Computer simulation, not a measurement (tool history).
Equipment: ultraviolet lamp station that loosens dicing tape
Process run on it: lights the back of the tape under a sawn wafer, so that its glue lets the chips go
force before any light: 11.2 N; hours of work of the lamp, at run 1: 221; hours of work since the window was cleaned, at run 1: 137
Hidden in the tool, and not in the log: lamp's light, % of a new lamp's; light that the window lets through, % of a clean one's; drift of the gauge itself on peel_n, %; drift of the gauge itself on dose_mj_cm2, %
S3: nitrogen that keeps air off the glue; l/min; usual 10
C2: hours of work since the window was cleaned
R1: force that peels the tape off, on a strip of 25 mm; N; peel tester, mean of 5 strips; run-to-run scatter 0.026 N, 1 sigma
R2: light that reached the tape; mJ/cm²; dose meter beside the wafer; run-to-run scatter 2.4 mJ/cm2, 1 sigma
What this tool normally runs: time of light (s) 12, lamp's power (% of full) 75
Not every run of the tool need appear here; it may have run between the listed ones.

Run 1, hour 0.0: usual settings; hours of work of the lamp 221; C2 137. Result: R1 1.983 N, R2 209 mJ/cm².
Run 2, hour 9.2: usual settings; hours of work of the lamp 225; C2 141. Result: R1 2.001 N, R2 211 mJ/cm².
Run 3, hour 23.4: usual settings; hours of work of the lamp 232; C2 147. Result: R1 2.006 N, R2 207 mJ/cm².
Run 4, hour 30.7: usual settings; hours of work of the lamp 235; C2 150. Result: R1 2.026 N, R2 207 mJ/cm².
Run 5, hour 45.0: usual settings; hours of work of the lamp 241; C2 156. Result: R1 1.985 N, R2 204 mJ/cm².
Run 6, hour 58.3: usual settings but S3 16 l/min; hours of work of the lamp 247; C2 162. Result: R1 1.526 N, R2 204 mJ/cm².
Run 7, hour 66.0: usual settings but S3 16 l/min; hours of work of the lamp 250; C2 165. Result: R1 1.543 N, R2 201 mJ/cm².
Run 8, hour 73.1: usual settings but S3 16 l/min; hours of work of the lamp 253; C2 168. Result: R1 1.535 N, R2 201 mJ/cm².
Run 9, hour 80.1: usual settings but S3 4 l/min; hours of work of the lamp 256; C2 172. Result: R1 3.447 N, R2 202 mJ/cm².
Run 10, hour 91.9: usual settings but time of light (s) 10; hours of work of the lamp 261; C2 177. Result: R1 2.800 N, R2 164 mJ/cm².
Run 11, hour 106.2: usual settings but time of light (s) 10; hours of work of the lamp 267; C2 183. Result: R1 2.850 N, R2 166 mJ/cm².
Run 12, hour 117.8: usual settings but time of light (s) 7; hours of work of the lamp 273; C2 188. Result: R1 4.222 N, R2 117 mJ/cm².
Run 13, hour 127.8: usual settings but time of light (s) 7, lamp's power (% of full) 83; hours of work of the lamp 277; C2 192. Result: R1 3.949 N, R2 125 mJ/cm².
Run 14, hour 138.4: usual settings but time of light (s) 7, lamp's power (% of full) 83; hours of work of the lamp 281; C2 197. Result: R1 3.914 N, R2 122 mJ/cm².
Run 15, hour 149.7: usual settings but time of light (s) 7, lamp's power (% of full) 83; hours of work of the lamp 286; C2 202. Result: R1 3.870 N, R2 122 mJ/cm².
Run 16, hour 163.6: usual settings but time of light (s) 7, lamp's power (% of full) 86; hours of work of the lamp 292; C2 208. Result: R1 3.785 N, R2 126 mJ/cm².
Run 17, hour 175.8: usual settings but time of light (s) 7, lamp's power (% of full) 86; hours of work of the lamp 298; C2 213. Result: R1 3.675 N, R2 127 mJ/cm².
Run 18, hour 188.4: usual settings; hours of work of the lamp 303; C2 219. Result: R1 2.234 N, R2 188 mJ/cm².
Run 19, hour 194.2: usual settings; hours of work of the lamp 306; C2 221. Result: R1 2.278 N, R2 187 mJ/cm².
Run 20, hour 207.0: usual settings but lamp's power (% of full) 88, S3 8 l/min; hours of work of the lamp 311; C2 227. Result: R1 2.122 N, R2 220 mJ/cm².
Run 21, hour 216.3: usual settings but time of light (s) 13, lamp's power (% of full) 69, S3 16 l/min; hours of work of the lamp 315; C2 231. Result: R1 1.858 N, R2 185 mJ/cm².
Run 22, hour 227.1: usual settings but time of light (s) 6, lamp's power (% of full) 95, S3 9 l/min; hours of work of the lamp 320; C2 235. Result: R1 4.357 N, R2 116 mJ/cm².
Run 23, hour 235.1: usual settings but time of light (s) 9, lamp's power (% of full) 64, S3 4 l/min; hours of work of the lamp 323; C2 239. Result: R1 5.690 N, R2 117 mJ/cm².
Run 24, hour 242.1: usual settings but time of light (s) 9, lamp's power (% of full) 80, S3 4 l/min; hours of work of the lamp 326; C2 242. Result: R1 4.769 N, R2 148 mJ/cm².
Run 25, hour 254.2: usual settings but lamp's power (% of full) 61; hours of work of the lamp 332; C2 247. Result: R1 3.245 N, R2 141 mJ/cm².
Run 26, hour 261.2: usual settings but time of light (s) 19, lamp's power (% of full) 70, S3 7 l/min; hours of work of the lamp 335; C2 250. Result: R1 1.634 N, R2 267 mJ/cm².
Run 27, hour 271.5: usual settings but time of light (s) 13, lamp's power (% of full) 63; hours of work of the lamp 339; C2 255. Result: R1 2.815 N, R2 164 mJ/cm².
Run 28, hour 277.4: usual settings but time of light (s) 21, lamp's power (% of full) 61, S3 4 l/min; hours of work of the lamp 342; C2 257. Result: R1 2.593 N, R2 255 mJ/cm².
Run 29, hour 288.2: usual settings but time of light (s) 21, lamp's power (% of full) 61, S3 4 l/min; hours of work of the lamp 346; C2 262. Result: R1 2.676 N, R2 249 mJ/cm².
Run 30, hour 302.2: usual settings but time of light (s) 19, lamp's power (% of full) 78, S3 18 l/min; hours of work of the lamp 353; C2 268. Result: R1 0.692 N, R2 289 mJ/cm².
Run 31, hour 316.5: usual settings but time of light (s) 21, S3 7 l/min; hours of work of the lamp 359; C2 274. Result: R1 1.247 N, R2 305 mJ/cm².
Run 32, hour 324.8: usual settings but time of light (s) 21, S3 7 l/min; hours of work of the lamp 362; C2 278. Result: R1 1.311 N, R2 300 mJ/cm².
Run 33, hour 331.3: usual settings but time of light (s) 8, lamp's power (% of full) 82, S3 6 l/min; hours of work of the lamp 365; C2 281. Result: R1 4.631 N, R2 128 mJ/cm².
Run 34, hour 342.0: usual settings but time of light (s) 7; hours of work of the lamp 370; C2 285. Result: R1 4.633 N, R2 100 mJ/cm².
Run 35, hour 356.5: usual settings but time of light (s) 13, lamp's power (% of full) 96, S3 18 l/min; hours of work of the lamp 376; C2 291. Result: R1 1.059 N, R2 238 mJ/cm².

Below are 3 alternative next runs, each starting from the tool's condition after run 35. Predict each:
Run A, hour 371.0: usual settings but time of light (s) 7, lamp's power (% of full) 69, S3 12 l/min; hours of work of the lamp 382; C2 298. Result: R1 ?, R2 ?.
Run B, hour 371.0: usual settings but time of light (s) 7, lamp's power (% of full) 74, S3 8 l/min; hours of work of the lamp 382; C2 298. Result: R1 ?, R2 ?.
Run C, hour 371.0: usual settings but lamp's power (% of full) 89; hours of work of the lamp 382; C2 298. Result: R1 ?, R2 ?.

run     R1   R2
  A  4.929   90
  B  5.216   98
  C  1.990  199
Without the tool's hidden state the same runs would have given:
run     R1   R2
  A  3.086  143
  B  3.395  154
  C  0.847  313
